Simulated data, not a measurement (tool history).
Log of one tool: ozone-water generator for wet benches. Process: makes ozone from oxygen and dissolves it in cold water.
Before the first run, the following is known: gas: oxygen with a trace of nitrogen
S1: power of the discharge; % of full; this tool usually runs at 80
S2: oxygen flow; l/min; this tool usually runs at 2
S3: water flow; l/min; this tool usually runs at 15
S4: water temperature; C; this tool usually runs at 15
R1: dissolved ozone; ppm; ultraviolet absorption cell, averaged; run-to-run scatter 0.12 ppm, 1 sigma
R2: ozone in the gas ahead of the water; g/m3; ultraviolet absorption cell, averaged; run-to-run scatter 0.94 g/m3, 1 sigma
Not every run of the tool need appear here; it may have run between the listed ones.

| run | hour | S1 | S2 | S3 | S4 | R1 | R2 |
|---|---|---|---|---|---|---|---|
| 1 | 0 | 80 | 2 | 15 | 15 | 10.6 | 151.1 |
| 2 | 38.9 | 49 | 2 | 15 | 15 | 7.8 | 107.8 |
| 3 | 105.2 | 49 | 2 | 15 | 15 | 7.7 | 107.6 |
| 4 | 187.3 | 80 | 3.47 | 15 | 15 | 10.9 | 106 |
| 5 | 267.3 | 80 | 3.47 | 15 | 15 | 10.5 | 105.4 |
| 6 | 312.7 | 80 | 3.47 | 15 | 15 | 10.5 | 104.2 |
| 7 | 396.4 | 80 | 3.47 | 15 | 15 | 10.5 | 104.4 |
| 8 | 457.3 | 80 | 3.47 | 15 | 15 | 10.7 | 104.5 |
| 9 | 543.2 | 80 | 3.47 | 15 | 15 | 10.5 | 105 |
| 10 | 607.3 | 80 | 3.47 | 15 | 15 | 10.6 | 104.4 |
| 11 | 692.5 | 80 | 3.47 | 15 | 15 | 10.6 | 105.2 |
| 12 | 755.9 | 80 | 3.47 | 15 | 15 | 10.5 | 104.6 |
| 13 | 844.7 | 80 | 3.47 | 15 | 15 | 10.4 | 103 |
| 14 | 895.3 | 80 | 3.47 | 15 | 15 | 10.5 | 103.1 |
| 15 | 950.7 | 80 | 3.47 | 15 | 15 | 10.5 | 104.2 |
| 16 | 1038.8 | 70 | 2.85 | 10 | 15 | 13.1 | 107.1 |
| 17 | 1105.5 | 70 | 2.85 | 10 | 15 | 13 | 107.8 |
| 18 | 1174 | 70 | 2.85 | 10 | 15 | 13.1 | 108.4 |
| 19 | 1245.9 | 70 | 2.85 | 10 | 15 | 13.1 | 106.5 |
| 20 | 1287.9 | 68 | 1.66 | 17 | 14 | 8 | 148 |
| 21 | 1326.5 | 68 | 1.66 | 17 | 14 | 8.1 | 146.9 |
| 22 | 1408.9 | 51 | 2 | 15 | 20 | 7.2 | 109.1 |
| 23 | 1501.7 | 80 | 1.56 | 15 | 15 | 9.9 | 170.5 |
| 24 | 1542.5 | 61 | 2.12 | 12 | 9 | 11.1 | 116.9 |
| 25 | 1588.2 | 61 | 2.12 | 12 | 9 | 10.9 | 117.3 |

4 ways to go on from here, each from the tool as it stands after run 25. What would each give?
| A | 1633.7 | 61 | 1.16 | 17 | 7 | ? | ? |
| B | 1633.7 | 78 | 2 | 20 | 15 | ? | ? |
| C | 1633.7 | 61 | 2.47 | 13 | 10 | ? | ? |
| D | 1633.7 | 77 | 3.26 | 15 | 7 | ? | ? |

| run | R1 | R2 |
|---|---|---|
| A | 7.1 | 171.8 |
| B | 7.5 | 142 |
| C | 10.2 | 105.8 |
| D | 10.7 | 102.2 |
Without the tool's unlogged condition, the same runs would have read:
| run | R1 | R2 |
|---|---|---|
| A | 8.2 | 186.7 |
| B | 8.7 | 156.6 |
| C | 11.6 | 114.9 |
| D | 12.5 | 112.7 |
